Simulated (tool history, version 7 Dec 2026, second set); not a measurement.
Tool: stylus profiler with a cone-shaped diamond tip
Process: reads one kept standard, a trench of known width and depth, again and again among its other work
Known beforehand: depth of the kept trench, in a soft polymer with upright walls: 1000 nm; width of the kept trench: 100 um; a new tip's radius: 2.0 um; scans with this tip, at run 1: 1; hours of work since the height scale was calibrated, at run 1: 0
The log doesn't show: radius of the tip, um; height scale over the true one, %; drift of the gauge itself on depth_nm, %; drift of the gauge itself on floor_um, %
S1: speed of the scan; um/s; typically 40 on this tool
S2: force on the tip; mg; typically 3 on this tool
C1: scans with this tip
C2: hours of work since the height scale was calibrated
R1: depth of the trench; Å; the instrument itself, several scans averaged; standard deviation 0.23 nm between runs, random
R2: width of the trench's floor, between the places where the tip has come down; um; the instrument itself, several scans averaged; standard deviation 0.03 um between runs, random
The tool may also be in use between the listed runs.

| run | hour | S1 | S2 | C1 | C2 | R1 | R2 |
|---|---|---|---|---|---|---|---|
| 1 | 0 | 40 | 3 | 1 | 0 | 10121.3 | 96.38 |
| 2 | 15.9 | 40 | 3 | 70 | 8 | 10122.9 | 96.42 |
| 3 | 31 | 40 | 3 | 137 | 15 | 10122.9 | 96.37 |
| 4 | 55.2 | 40 | 3 | 242 | 26 | 10118.9 | 96.44 |
| 5 | 83.6 | 40 | 3.07 | 366 | 39 | 10123.1 | 96.39 |
| 6 | 111.7 | 37 | 3 | 489 | 53 | 10121.8 | 96.4 |
| 7 | 131.7 | 11 | 3 | 577 | 62 | 10119.5 | 96.5 |
| 8 | 146.4 | 11 | 3 | 641 | 69 | 10122.7 | 96.52 |
| 9 | 174.4 | 11 | 3 | 763 | 82 | 10123.3 | 96.48 |
| 10 | 189 | 11 | 3 | 827 | 89 | 10123.9 | 96.5 |
| 11 | 219 | 40 | 4.21 | 958 | 103 | 10152.3 | 96.41 |
| 12 | 247.4 | 40 | 4.21 | 1082 | 116 | 10159.4 | 96.48 |
| 13 | 269.5 | 40 | 3 | 1179 | 127 | 10122.3 | 96.47 |
| 14 | 285.1 | 40 | 4.42 | 1247 | 134 | 10159 | 96.38 |
| 15 | 312 | 40 | 4.42 | 1365 | 147 | 10157.9 | 96.43 |
| 16 | 341.8 | 40 | 1.32 | 1495 | 161 | 10070.6 | 96.32 |
| 17 | 366.3 | 40 | 1.32 | 1602 | 172 | 10071 | 96.3 |
| 18 | 384 | 48 | 1.32 | 1680 | 181 | 10068.9 | 96.29 |
| 19 | 404.5 | 40 | 3 | 1769 | 190 | 10118.4 | 96.38 |
| 20 | 417.2 | 159 | 3 | 1824 | 196 | 10123.9 | 96 |
| 21 | 447.2 | 159 | 3 | 1956 | 210 | 10121.8 | 96.02 |
| 22 | 464.1 | 159 | 3 | 2029 | 218 | 10121.1 | 95.98 |
| 23 | 479 | 159 | 3.43 | 2095 | 225 | 10131.9 | 96.01 |
| 24 | 497.7 | 40 | 7.77 | 2176 | 234 | 10233.4 | 96.5 |
| 25 | 526.7 | 40 | 7.77 | 2303 | 248 | 10232.7 | 96.45 |
| 26 | 549.4 | 72 | 5.71 | 2402 | 258 | 10185.8 | 96.36 |
| 27 | 577.8 | 72 | 5.71 | 2527 | 272 | 10189.4 | 96.34 |
| 28 | 607.8 | 72 | 5.71 | 2658 | 286 | 10191 | 96.38 |
| 29 | 626.5 | 72 | 5.71 | 2739 | 294 | 10182.5 | 96.3 |
| 30 | 638.9 | 17 | 1.74 | 2794 | 300 | 10084.4 | 96.42 |
| 31 | 664.5 | 118 | 1.19 | 2906 | 312 | 10068.7 | 95.93 |
| 32 | 693.3 | 61 | 8.54 | 3032 | 326 | 10242.2 | 96.42 |
| 33 | 706.1 | 32 | 2.96 | 3087 | 332 | 10117.9 | 96.49 |
| 34 | 732.6 | 54 | 2.86 | 3203 | 344 | 10121.1 | 96.4 |
| 35 | 752.4 | 13 | 6.21 | 3290 | 354 | 10197.7 | 96.53 |
| 36 | 774.7 | 13 | 6.21 | 3387 | 364 | 10200.5 | 96.47 |
| 37 | 804.5 | 50 | 5.74 | 3517 | 378 | 10189.6 | 96.48 |
| 38 | 820.3 | 50 | 5.74 | 3586 | 385 | 10187.2 | 96.42 |
| 39 | 832.9 | 20 | 5.09 | 3642 | 391 | 10174.3 | 96.53 |
| 40 | 858.5 | 111 | 2.68 | 3753 | 403 | 10114.4 | 96.1 |
| 41 | 881.1 | 111 | 1.86 | 3852 | 414 | 10089.6 | 96.03 |
| 42 | 893.3 | 137 | 5.73 | 3906 | 420 | 10185.6 | 96.21 |
| 43 | 911.2 | 33 | 3 | 3984 | 428 | 10126.4 | 96.45 |
| 44 | 937.8 | 87 | 1.22 | 4100 | 441 | 10064.6 | 96.1 |
| 45 | 960.8 | 67 | 2.65 | 4201 | 452 | 10109.6 | 96.3 |
| 46 | 988.1 | 13 | 6.51 | 4320 | 464 | 10204.5 | 96.44 |
| 47 | 1008.2 | 81 | 1.19 | 4408 | 474 | 10067.7 | 96.12 |

3 ways to go on from here, each from the tool as it stands after run 47. What would each give?
| A | 1037.7 | 105 | 1.14 | 4536 | 488 | ? | ? |
| B | 1037.7 | 146 | 1.46 | 4536 | 488 | ? | ? |
| C | 1037.7 | 117 | 2.15 | 4536 | 488 | ? | ? |

| run | R1 | R2 |
|---|---|---|
| A | 10060.5 | 96.05 |
| B | 10075.3 | 95.86 |
| C | 10101.5 | 96.09 |
Without the tool's unlogged condition, the same runs would have read:
| run | R1 | R2 |
|---|---|---|
| A | 10060.7 | 96.05 |
| B | 10075.4 | 95.86 |
| C | 10101.7 | 96.09 |
